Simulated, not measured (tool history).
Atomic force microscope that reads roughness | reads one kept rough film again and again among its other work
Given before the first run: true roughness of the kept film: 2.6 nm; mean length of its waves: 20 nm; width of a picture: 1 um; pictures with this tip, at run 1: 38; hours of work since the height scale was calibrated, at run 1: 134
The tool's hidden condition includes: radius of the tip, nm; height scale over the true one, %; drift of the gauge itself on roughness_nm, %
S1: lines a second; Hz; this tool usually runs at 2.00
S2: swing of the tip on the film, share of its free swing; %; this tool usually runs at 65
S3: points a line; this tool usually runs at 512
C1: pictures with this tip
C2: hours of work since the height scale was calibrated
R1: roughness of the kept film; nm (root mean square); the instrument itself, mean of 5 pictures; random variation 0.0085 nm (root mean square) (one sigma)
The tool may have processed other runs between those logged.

{"run": 1, "day": 0.0, "S1": 2.0, "S2": 65, "S3": 512, "C1": 38, "C2": 134, "R1": 1.379}
{"run": 2, "day": 0.325, "S1": 2.0, "S2": 65, "S3": 512, "C1": 55, "C2": 139, "R1": 1.276}
{"day": 0.621, "done": "new tip fitted"}
{"run": 3, "day": 0.688, "S1": 2.0, "S2": 65, "S3": 512, "C1": 3, "C2": 146, "R1": 1.824}
{"run": 4, "day": 1.029, "S1": 0.64, "S2": 65, "S3": 512, "C1": 21, "C2": 151, "R1": 1.689}
{"run": 5, "day": 1.4, "S1": 1.35, "S2": 65, "S3": 512, "C1": 40, "C2": 158, "R1": 1.459}
{"run": 6, "day": 1.7, "S1": 1.35, "S2": 65, "S3": 512, "C1": 56, "C2": 163, "R1": 1.35}
{"day": 1.983, "done": "new tip fitted"}
{"run": 7, "day": 2.042, "S1": 1.35, "S2": 65, "S3": 512, "C1": 2, "C2": 169, "R1": 1.867}
{"run": 8, "day": 2.346, "S1": 1.35, "S2": 65, "S3": 512, "C1": 18, "C2": 174, "R1": 1.671}
{"run": 9, "day": 2.538, "S1": 1.35, "S2": 65, "S3": 512, "C1": 28, "C2": 177, "R1": 1.571}
{"run": 10, "day": 2.854, "S1": 2.0, "S2": 65, "S3": 573, "C1": 45, "C2": 183, "R1": 1.391}
{"run": 11, "day": 3.054, "S1": 2.0, "S2": 65, "S3": 573, "C1": 55, "C2": 187, "R1": 1.312}
{"day": 3.333, "done": "new tip fitted"}
{"run": 12, "day": 3.383, "S1": 2.0, "S2": 65, "S3": 573, "C1": 2, "C2": 192, "R1": 1.826}
{"run": 13, "day": 3.642, "S1": 2.0, "S2": 65, "S3": 573, "C1": 15, "C2": 196, "R1": 1.682}
{"run": 14, "day": 3.979, "S1": 2.21, "S2": 68, "S3": 397, "C1": 33, "C2": 202, "R1": 1.443}
{"run": 15, "day": 4.292, "S1": 2.8, "S2": 67, "S3": 895, "C1": 49, "C2": 208, "R1": 1.29}
{"day": 4.35, "done": "height scale calibrated on a step standard"}
{"run": 16, "day": 4.504, "S1": 0.54, "S2": 67, "S3": 423, "C1": 58, "C2": 3, "R1": 1.373}
{"run": 17, "day": 4.696, "S1": 1.02, "S2": 65, "S3": 457, "C1": 68, "C2": 6, "R1": 1.284}
{"day": 4.738, "done": "new tip fitted"}
{"day": 4.979, "done": "height scale calibrated on a step standard, once more"}
{"run": 18, "day": 5.017, "S1": 0.92, "S2": 78, "S3": 734, "C1": 12, "C2": 1, "R1": 1.706}
{"run": 19, "day": 5.204, "S1": 0.92, "S2": 78, "S3": 734, "C1": 22, "C2": 4, "R1": 1.616}
{"run": 20, "day": 5.371, "S1": 0.92, "S2": 78, "S3": 734, "C1": 31, "C2": 7, "R1": 1.538}
{"run": 21, "day": 5.746, "S1": 1.26, "S2": 68, "S3": 354, "C1": 50, "C2": 13, "R1": 1.372}
{"run": 22, "day": 6.029, "S1": 1.79, "S2": 65, "S3": 433, "C1": 65, "C2": 18, "R1": 1.262}
{"day": 6.129, "done": "new tip fitted"}
{"run": 23, "day": 6.271, "S1": 0.7, "S2": 65, "S3": 512, "C1": 7, "C2": 22, "R1": 1.867}
{"run": 24, "day": 6.504, "S1": 0.89, "S2": 76, "S3": 280, "C1": 19, "C2": 26, "R1": 1.602}
{"run": 25, "day": 6.704, "S1": 0.89, "S2": 76, "S3": 280, "C1": 30, "C2": 30, "R1": 1.51}

Here are 4 independent what-if runs from the current tool condition. What would each one return?
{"run": "A", "day": 6.908, "S1": 1.13, "S2": 65, "S3": 512, "C1": 40, "C2": 33, "R1": "?"}
{"run": "B", "day": 6.908, "S1": 1.37, "S2": 56, "S3": 512, "C1": 40, "C2": 33, "R1": "?"}
{"run": "C", "day": 6.908, "S1": 0.89, "S2": 76, "S3": 979, "C1": 40, "C2": 33, "R1": "?"}
{"run": "D", "day": 6.908, "S1": 3.8, "S2": 87, "S3": 280, "C1": 40, "C2": 33, "R1": "?"}

run=A R1=1.495
run=B R1=1.519
run=C R1=1.450
run=D R1=0.976
Without the tool's hidden state the same runs would have given:
run=A R1=1.952
run=B R1=1.982
run=C R1=1.896
run=D R1=1.274
